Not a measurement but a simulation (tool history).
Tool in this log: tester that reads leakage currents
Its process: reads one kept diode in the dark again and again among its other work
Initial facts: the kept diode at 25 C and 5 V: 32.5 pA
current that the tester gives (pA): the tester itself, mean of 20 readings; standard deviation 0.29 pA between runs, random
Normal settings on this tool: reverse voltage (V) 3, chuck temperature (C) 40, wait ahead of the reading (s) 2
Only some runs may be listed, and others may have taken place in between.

run	hour	reverse voltage (V)	chuck temperature (C)	wait ahead of the reading (s)	current that the tester gives (pA)
1	0	3	40	2	95.57
2	186.6	1.49	40	2	73.14
3	352	1.49	40	2	72.88
4	493.6	1.49	40	2	72.9
5	591.1	1.49	40	2	72.68
6	734.9	5.25	40	2	117.22
7	920.5	5.25	40	2	117.46
8	1094.2	3	40	2	94.14
# hour 1128.5: chuck's temperature calibrated
9	1224.3	3	40	2.05	99.66
10	1310.1	3.8	40	2	108.87
11	1496.2	3.8	40	2	109.36
12	1666	3	40	2	98.94
13	1785.3	3	40	2	99.27
14	1875.6	3	40	2	98.72
# hour 1974.1: probe card cleaned and baked
15	2030.4	3	40	2	94.32
16	2115.8	3	40	2	94.14
17	2266.6	3	40	2	94.18
18	2346.7	3	40	2	94.49
# hour 2363.9: tester calibrated
19	2432.8	3	40	2	94.02

What does the tool deliver on the next run?
20	2520.7	8.55	58	2	?

Run 20 came out at current that the tester gives (pA) 530.68.
Without the tool's hidden state the same run would have given current that the tester gives (pA) 545.96.
